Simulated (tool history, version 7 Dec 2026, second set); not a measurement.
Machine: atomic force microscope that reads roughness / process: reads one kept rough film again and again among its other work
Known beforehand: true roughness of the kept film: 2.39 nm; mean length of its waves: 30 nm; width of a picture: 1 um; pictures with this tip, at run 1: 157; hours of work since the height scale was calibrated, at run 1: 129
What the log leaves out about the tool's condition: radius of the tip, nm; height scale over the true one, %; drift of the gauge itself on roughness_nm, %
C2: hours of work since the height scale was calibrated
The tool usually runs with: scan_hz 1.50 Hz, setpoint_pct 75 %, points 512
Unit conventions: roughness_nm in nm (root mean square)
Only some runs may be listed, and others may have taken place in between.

run 1 hour=0.0 | scan_hz=1.50 setpoint_pct=75 points=512 | pictures_with_this_tip=157 C2=129 | roughness_nm=1.571
-- hour=18.2 new tip fitted
run 2 hour=23.1 | scan_hz=1.50 setpoint_pct=75 points=276 | pictures_with_this_tip=7 C2=140 | roughness_nm=1.992
run 3 hour=39.3 | scan_hz=1.50 setpoint_pct=75 points=276 | pictures_with_this_tip=29 C2=148 | roughness_nm=1.918
run 4 hour=49.0 | scan_hz=1.50 setpoint_pct=75 points=276 | pictures_with_this_tip=43 C2=153 | roughness_nm=1.869
run 5 hour=59.0 | scan_hz=1.50 setpoint_pct=75 points=276 | pictures_with_this_tip=57 C2=157 | roughness_nm=1.825
run 6 hour=72.0 | scan_hz=1.50 setpoint_pct=75 points=276 | pictures_with_this_tip=75 C2=164 | roughness_nm=1.774
run 7 hour=93.1 | scan_hz=1.50 setpoint_pct=75 points=750 | pictures_with_this_tip=104 C2=174 | roughness_nm=1.699
run 8 hour=109.8 | scan_hz=1.50 setpoint_pct=75 points=512 | pictures_with_this_tip=128 C2=182 | roughness_nm=1.631
run 9 hour=128.0 | scan_hz=1.50 setpoint_pct=75 points=512 | pictures_with_this_tip=153 C2=191 | roughness_nm=1.557
run 10 hour=143.3 | scan_hz=1.50 setpoint_pct=75 points=512 | pictures_with_this_tip=174 C2=198 | roughness_nm=1.501
-- hour=149.0 new tip fitted
run 11 hour=161.7 | scan_hz=1.50 setpoint_pct=75 points=512 | pictures_with_this_tip=17 C2=207 | roughness_nm=1.986
run 12 hour=182.5 | scan_hz=1.50 setpoint_pct=75 points=512 | pictures_with_this_tip=46 C2=217 | roughness_nm=1.885
run 13 hour=196.1 | scan_hz=1.50 setpoint_pct=75 points=512 | pictures_with_this_tip=65 C2=223 | roughness_nm=1.799
run 14 hour=206.4 | scan_hz=1.50 setpoint_pct=75 points=512 | pictures_with_this_tip=80 C2=228 | roughness_nm=1.777
run 15 hour=216.8 | scan_hz=1.50 setpoint_pct=79 points=512 | pictures_with_this_tip=94 C2=233 | roughness_nm=1.699
run 16 hour=238.1 | scan_hz=1.50 setpoint_pct=79 points=512 | pictures_with_this_tip=124 C2=243 | roughness_nm=1.614
run 17 hour=254.0 | scan_hz=2.63 setpoint_pct=79 points=512 | pictures_with_this_tip=146 C2=251 | roughness_nm=1.502
run 18 hour=275.4 | scan_hz=1.50 setpoint_pct=75 points=902 | pictures_with_this_tip=176 C2=261 | roughness_nm=1.533
-- hour=280.4 new tip fitted
run 19 hour=297.7 | scan_hz=1.50 setpoint_pct=75 points=512 | pictures_with_this_tip=24 C2=272 | roughness_nm=1.972
run 20 hour=310.4 | scan_hz=1.50 setpoint_pct=75 points=512 | pictures_with_this_tip=42 C2=278 | roughness_nm=1.906
run 21 hour=332.1 | scan_hz=1.50 setpoint_pct=75 points=512 | pictures_with_this_tip=72 C2=288 | roughness_nm=1.797
run 22 hour=351.9 | scan_hz=1.50 setpoint_pct=75 points=512 | pictures_with_this_tip=100 C2=298 | roughness_nm=1.697
run 23 hour=362.1 | scan_hz=1.50 setpoint_pct=75 points=512 | pictures_with_this_tip=114 C2=303 | roughness_nm=1.665
run 24 hour=376.1 | scan_hz=1.50 setpoint_pct=65 points=599 | pictures_with_this_tip=134 C2=309 | roughness_nm=1.657
run 25 hour=388.8 | scan_hz=1.50 setpoint_pct=65 points=599 | pictures_with_this_tip=151 C2=315 | roughness_nm=1.586
run 26 hour=409.6 | scan_hz=1.50 setpoint_pct=65 points=599 | pictures_with_this_tip=180 C2=325 | roughness_nm=1.532
-- hour=411.1 new tip fitted
run 27 hour=426.0 | scan_hz=0.74 setpoint_pct=65 points=599 | pictures_with_this_tip=21 C2=333 | roughness_nm=2.024
run 28 hour=440.8 | scan_hz=0.74 setpoint_pct=88 points=312 | pictures_with_this_tip=41 C2=340 | roughness_nm=1.891
run 29 hour=461.6 | scan_hz=0.73 setpoint_pct=63 points=601 | pictures_with_this_tip=70 C2=350 | roughness_nm=1.861
run 30 hour=480.6 | scan_hz=0.73 setpoint_pct=63 points=601 | pictures_with_this_tip=97 C2=359 | roughness_nm=1.779
run 31 hour=494.6 | scan_hz=0.73 setpoint_pct=63 points=601 | pictures_with_this_tip=116 C2=366 | roughness_nm=1.741
run 32 hour=509.7 | scan_hz=0.73 setpoint_pct=63 points=601 | pictures_with_this_tip=137 C2=373 | roughness_nm=1.666
run 33 hour=525.1 | scan_hz=0.69 setpoint_pct=75 points=717 | pictures_with_this_tip=159 C2=381 | roughness_nm=1.597
run 34 hour=536.7 | scan_hz=3.42 setpoint_pct=71 points=509 | pictures_with_this_tip=175 C2=386 | roughness_nm=1.477
-- hour=542.3 new tip fitted
run 35 hour=558.9 | scan_hz=1.50 setpoint_pct=73 points=357 | pictures_with_this_tip=23 C2=397 | roughness_nm=1.967
run 36 hour=579.0 | scan_hz=0.65 setpoint_pct=80 points=512 | pictures_with_this_tip=51 C2=406 | roughness_nm=1.903
run 37 hour=593.0 | scan_hz=1.50 setpoint_pct=75 points=889 | pictures_with_this_tip=71 C2=413 | roughness_nm=1.804
run 38 hour=610.4 | scan_hz=2.38 setpoint_pct=74 points=666 | pictures_with_this_tip=95 C2=421 | roughness_nm=1.697
run 39 hour=627.9 | scan_hz=2.38 setpoint_pct=74 points=666 | pictures_with_this_tip=120 C2=430 | roughness_nm=1.630
run 40 hour=641.5 | scan_hz=2.38 setpoint_pct=74 points=666 | pictures_with_this_tip=138 C2=436 | roughness_nm=1.575
run 41 hour=661.1 | scan_hz=0.99 setpoint_pct=74 points=666 | pictures_with_this_tip=166 C2=446 | roughness_nm=1.557
-- hour=673.4 new tip fitted
run 42 hour=676.0 | scan_hz=0.99 setpoint_pct=74 points=666 | pictures_with_this_tip=4 C2=453 | roughness_nm=2.086
run 43 hour=692.4 | scan_hz=1.22 setpoint_pct=68 points=461 | pictures_with_this_tip=27 C2=460 | roughness_nm=1.985
run 44 hour=702.1 | scan_hz=1.22 setpoint_pct=68 points=461 | pictures_with_this_tip=40 C2=465 | roughness_nm=1.948

What if the next run were any one of these 4? Each begins from the tool's condition after run 44:
run A hour=721.6 | scan_hz=1.22 setpoint_pct=70 points=355 | pictures_with_this_tip=68 C2=475 | roughness_nm=?
run B hour=721.6 | scan_hz=1.22 setpoint_pct=79 points=461 | pictures_with_this_tip=68 C2=475 | roughness_nm=?
run C hour=721.6 | scan_hz=1.50 setpoint_pct=61 points=550 | pictures_with_this_tip=68 C2=475 | roughness_nm=?
run D hour=721.6 | scan_hz=1.70 setpoint_pct=75 points=292 | pictures_with_this_tip=68 C2=475 | roughness_nm=?

run=A roughness_nm=1.808
run=B roughness_nm=1.796
run=C roughness_nm=1.832
run=D roughness_nm=1.771
With no hidden state in the tool, these same runs would have given:
run=A roughness_nm=2.075
run=B roughness_nm=2.061
run=C roughness_nm=2.102
run=D roughness_nm=2.033
